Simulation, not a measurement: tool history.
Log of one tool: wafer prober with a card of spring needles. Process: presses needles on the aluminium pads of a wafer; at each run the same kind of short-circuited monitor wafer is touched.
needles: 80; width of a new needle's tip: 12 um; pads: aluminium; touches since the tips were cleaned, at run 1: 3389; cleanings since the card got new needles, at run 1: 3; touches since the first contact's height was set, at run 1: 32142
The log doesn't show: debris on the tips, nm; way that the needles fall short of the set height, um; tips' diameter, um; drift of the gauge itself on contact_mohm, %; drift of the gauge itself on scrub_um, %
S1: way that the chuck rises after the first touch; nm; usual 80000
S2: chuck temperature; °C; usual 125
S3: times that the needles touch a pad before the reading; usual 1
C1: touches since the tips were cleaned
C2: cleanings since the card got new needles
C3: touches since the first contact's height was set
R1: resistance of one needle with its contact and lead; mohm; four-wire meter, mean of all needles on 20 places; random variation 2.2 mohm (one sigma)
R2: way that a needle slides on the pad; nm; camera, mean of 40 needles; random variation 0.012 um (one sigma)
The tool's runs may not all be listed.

| run | hour | S1 | S2 | S3 | C1 | C2 | C3 | R1 | R2 |
|---|---|---|---|---|---|---|---|---|---|
| 1 | 0.0 | 80000 | 125 | 1 | 3389 | 3 | 32142 | 245 | 16320 |
|  | 24.9 | tips cleaned on abrasive film |
| 2 | 58.4 | 80000 | 125 | 1 | 8481 | 4 | 46896 | 244 | 16300 |
|  | 62.3 | tips cleaned on abrasive film |
|  | 98.8 | tips cleaned on abrasive film |
|  | 135.6 | tips cleaned on abrasive film |
| 3 | 148.6 | 80000 | 125 | 1 | 3277 | 7 | 69626 | 245 | 16310 |
|  | 170.4 | tips cleaned on abrasive film |
|  | 207.5 | tips cleaned on abrasive film |
| 4 | 207.5 | 80000 | 125 | 1 | 0 | 9 | 84483 | 244 | 16270 |
|  | 243.1 | tips cleaned on abrasive film |
|  | 278.7 | tips cleaned on abrasive film |
| 5 | 293.2 | 80000 | 125 | 1 | 3671 | 11 | 106119 | 249 | 16280 |
|  | 314.5 | tips cleaned on abrasive film |
| 6 | 347.4 | 80000 | 125 | 3 | 8323 | 12 | 119817 | 242 | 16250 |
|  | 351.5 | tips cleaned on abrasive film |
|  | 388.7 | tips cleaned on abrasive film |
| 7 | 415.5 | 80000 | 125 | 1 | 6781 | 14 | 136993 | 245 | 16250 |
|  | 427.6 | tips cleaned on abrasive film |
| 8 | 457.6 | 80000 | 125 | 1 | 7574 | 15 | 147600 | 246 | 16240 |
|  | 462.9 | tips cleaned on abrasive film |
|  | 498.1 | tips cleaned on abrasive film |
| 9 | 507.7 | 82000 | 125 | 1 | 2432 | 17 | 160242 | 243 | 16640 |
|  | 536.4 | tips cleaned on abrasive film |
| 10 | 544.7 | 82000 | 125 | 1 | 2119 | 18 | 169580 | 241 | 16630 |
|  | 553.5 | height of the first contact set anew |
|  | 574.7 | tips cleaned on abrasive film |
| 11 | 587.8 | 82000 | 125 | 1 | 3303 | 19 | 8657 | 241 | 16640 |
|  | 610.9 | tips cleaned on abrasive film |
|  | 645.7 | tips cleaned on abrasive film |
| 12 | 653.4 | 82000 | 125 | 1 | 1956 | 21 | 25216 | 242 | 16620 |
|  | 685.3 | tips cleaned on abrasive film |
|  | 723.9 | tips cleaned on abrasive film |
| 13 | 741.9 | 82000 | 125 | 1 | 4569 | 23 | 47561 | 239 | 16610 |
|  | 760.8 | tips cleaned on abrasive film |
|  | 797.3 | tips cleaned on abrasive film |
| 14 | 826.8 | 80000 | 125 | 1 | 7459 | 25 | 68982 | 242 | 16180 |
|  | 835.1 | tips cleaned on abrasive film |
|  | 869.7 | tips cleaned on abrasive film |
| 15 | 872.4 | 80000 | 107 | 1 | 694 | 27 | 80464 | 237 | 16190 |
|  | 908.6 | tips cleaned on abrasive film |
|  | 931.8 | gauge calibrated |
|  | 943.0 | tips cleaned on abrasive film |
| 16 | 943.9 | 80000 | 42 | 1 | 231 | 29 | 98501 | 222 | 16300 |
|  | 979.0 | tips cleaned on abrasive film |
|  | 1018.2 | tips cleaned on abrasive film |
| 17 | 1019.9 | 63000 | 38 | 3 | 435 | 31 | 117685 | 221 | 12850 |
|  | 1057.1 | tips cleaned on abrasive film |
|  | 1092.8 | tips cleaned on abrasive film |
| 18 | 1106.5 | 87000 | 93 | 2 | 3446 | 33 | 139528 | 237 | 17690 |
|  | 1129.9 | tips cleaned on abrasive film |
| 19 | 1152.9 | 96000 | 62 | 2 | 5813 | 34 | 151249 | 226 | 19540 |
|  | 1170.3 | tips cleaned on abrasive film |
|  | 1204.5 | tips cleaned on abrasive film |
| 20 | 1231.0 | 79000 | 38 | 2 | 6686 | 36 | 170950 | 221 | 16090 |
|  | 1235.0 | height of the first contact set anew |
|  | 1241.7 | tips cleaned on abrasive film |
| 21 | 1274.9 | 67000 | 26 | 2 | 8406 | 37 | 10058 | 220 | 13640 |
|  | 1280.2 | tips cleaned on abrasive film |
|  | 1316.7 | tips cleaned on abrasive film |
| 22 | 1318.4 | 90000 | 83 | 3 | 436 | 39 | 21028 | 233 | 18280 |
|  | 1352.6 | tips cleaned on abrasive film |
| 23 | 1363.2 | 97000 | 31 | 1 | 2677 | 40 | 32332 | 218 | 19700 |
|  | 1388.4 | tips cleaned on abrasive film |
|  | 1423.7 | tips cleaned on abrasive film |
| 24 | 1447.1 | 97000 | 100 | 2 | 5926 | 42 | 53504 | 237 | 19680 |
|  | 1461.3 | tips cleaned on abrasive film |
|  | 1495.3 | tips cleaned on abrasive film |
| 25 | 1517.9 | 97000 | 100 | 2 | 5725 | 44 | 71372 | 237 | 19680 |
|  | 1534.9 | tips cleaned on abrasive film |
| 26 | 1565.3 | 66000 | 57 | 3 | 7690 | 45 | 83340 | 230 | 13390 |
|  | 1573.6 | tips cleaned on abrasive film |
|  | 1610.0 | tips cleaned on abrasive film |
| 27 | 1633.1 | 99000 | 28 | 2 | 5849 | 47 | 100433 | 217 | 20060 |
|  | 1644.1 | tips cleaned on abrasive film |
|  | 1679.2 | tips cleaned on abrasive film |
| 28 | 1696.9 | 86000 | 29 | 1 | 4495 | 49 | 116534 | 219 | 17430 |
|  | 1716.4 | tips cleaned on abrasive film |
|  | 1751.0 | tips cleaned on abrasive film |
| 29 | 1775.1 | 65000 | 125 | 1 | 6092 | 51 | 136267 | 246 | 13150 |

Some steps in R2 between neighbouring runs. How much of each would the tool show without its hidden state too (settings, what came in, random variation), and how much is left for the hidden state, with any gauge scatter that isn't in both results?
Run 15 -> 16: S2 107 -> 42, tips cleaned on abrasive film, gauge calibrated, tips cleaned on abrasive film. R2 +110 nm: hidden state +130, all else -20.
Run 25 -> 26: S1 97000 -> 66000, S2 100 -> 57, S3 2 -> 3, tips cleaned on abrasive film. R2 -6290 nm: hidden state +30, all else -6320.
Run 26 -> 27: S1 66000 -> 99000, S2 57 -> 28, S3 3 -> 2, tips cleaned on abrasive film, tips cleaned on abrasive film. R2 +6670 nm: hidden state -60, all else +6730.
